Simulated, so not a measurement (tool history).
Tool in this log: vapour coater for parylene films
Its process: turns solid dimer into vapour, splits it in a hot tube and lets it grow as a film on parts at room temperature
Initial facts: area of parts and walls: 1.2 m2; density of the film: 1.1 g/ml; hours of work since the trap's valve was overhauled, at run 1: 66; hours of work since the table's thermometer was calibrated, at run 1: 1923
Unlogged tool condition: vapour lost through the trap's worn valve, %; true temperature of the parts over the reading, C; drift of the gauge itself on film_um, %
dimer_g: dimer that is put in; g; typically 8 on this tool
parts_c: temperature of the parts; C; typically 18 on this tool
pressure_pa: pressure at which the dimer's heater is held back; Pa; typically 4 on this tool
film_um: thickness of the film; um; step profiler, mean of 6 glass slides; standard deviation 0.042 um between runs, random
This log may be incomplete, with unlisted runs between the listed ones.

run     day  dimer_g  parts_c  pressure_pa  hours of work since the trap's valve was overhauled  hours of work since the table's thermometer was calibrated  film_um
  1       0        8       18            4                                                   66                                                        1923     4.46
  2   1.412        4       18            4                                                   92                                                        1949     2.19
  3    3.05        8       18            4                                                  122                                                        1979     4.39
      3.654  -- table's thermometer calibrated
  4   5.358        8       18            4                                                  164                                                          31     4.47
  5   7.258        8       18            4                                                  199                                                          66     4.45
  6   9.021        8       18            4                                                  231                                                          99     4.44
  7  11.054        8       18            4                                                  268                                                         136     4.42
  8  12.375        8       18            4                                                  293                                                         160     4.37
  9  13.804        8       18         4.43                                                  319                                                         187     4.35
     14.154  -- trap's valve overhauled
 10  16.246        4       16         4.43                                                   38                                                         228     2.16
 11  18.296        4       11         2.71                                                   76                                                         266     2.51
 12  19.833        3       11         2.71                                                  104                                                         294     1.88
 13  21.662        3       11         8.49                                                  138                                                         328     1.74
 14  22.854        3       11         8.49                                                  160                                                         350     1.73

3 ways to go on from here, each from the tool as it stands after run 14. What would each give?
  A  24.6        9       11         8.49                                                  192                                                         382        ?
  B  24.6       13       11         8.49                                                  192                                                         382        ?
  C  24.6       12       12         2.48                                                  192                                                         382        ?

run  film_um
  A     5.11
  B     7.44
  C     7.35
With no hidden state in the tool, these same runs would have given:
run  film_um
  A     5.66
  B     8.24
  C     8.14
